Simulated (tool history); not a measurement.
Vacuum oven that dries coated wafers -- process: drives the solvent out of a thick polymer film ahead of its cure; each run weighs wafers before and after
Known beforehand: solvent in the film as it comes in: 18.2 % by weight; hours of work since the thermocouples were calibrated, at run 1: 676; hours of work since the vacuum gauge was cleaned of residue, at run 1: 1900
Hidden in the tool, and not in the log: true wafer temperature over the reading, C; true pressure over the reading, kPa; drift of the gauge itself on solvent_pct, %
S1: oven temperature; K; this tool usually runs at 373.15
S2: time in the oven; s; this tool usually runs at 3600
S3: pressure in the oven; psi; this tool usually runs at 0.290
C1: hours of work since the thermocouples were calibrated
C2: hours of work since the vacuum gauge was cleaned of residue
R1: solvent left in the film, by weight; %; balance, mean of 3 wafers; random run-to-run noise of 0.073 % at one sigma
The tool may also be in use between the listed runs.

run,hour,S1,S2,S3,C1,C2,R1
1,0.0,373.15,3600,0.290,676,1900,5.26
2,39.3,373.15,3600,0.290,707,1932,5.39
3,80.2,373.15,3600,0.290,739,1964,5.26
4,140.6,373.15,3600,0.290,788,2013,5.21
5,189.5,373.15,3600,0.290,827,2052,5.26
6,241.5,376.15,3600,0.290,868,2093,4.20
7,291.8,373.15,4320,0.290,908,2133,4.49
8,335.1,379.15,4320,1.115,943,2168,6.70
9,370.9,379.15,4320,1.115,971,2196,6.51
10,426.5,379.15,5040,0.393,1016,2241,2.73
11,482.0,379.15,5040,0.393,1060,2285,2.87

3 options for the next run, each taken on its own from the tool as it stands now. Forecast them:
A,531.5,375.15,2100,0.393,1099,2324,?
B,531.5,379.15,4320,0.212,1099,2324,?
C,531.5,369.15,4140,0.802,1099,2324,?

run,R1
A,7.54
B,2.34
C,8.94
Stripped of hidden state, with their random variation kept, the same runs would have yielded:
run,R1
A,7.52
B,2.32
C,8.91
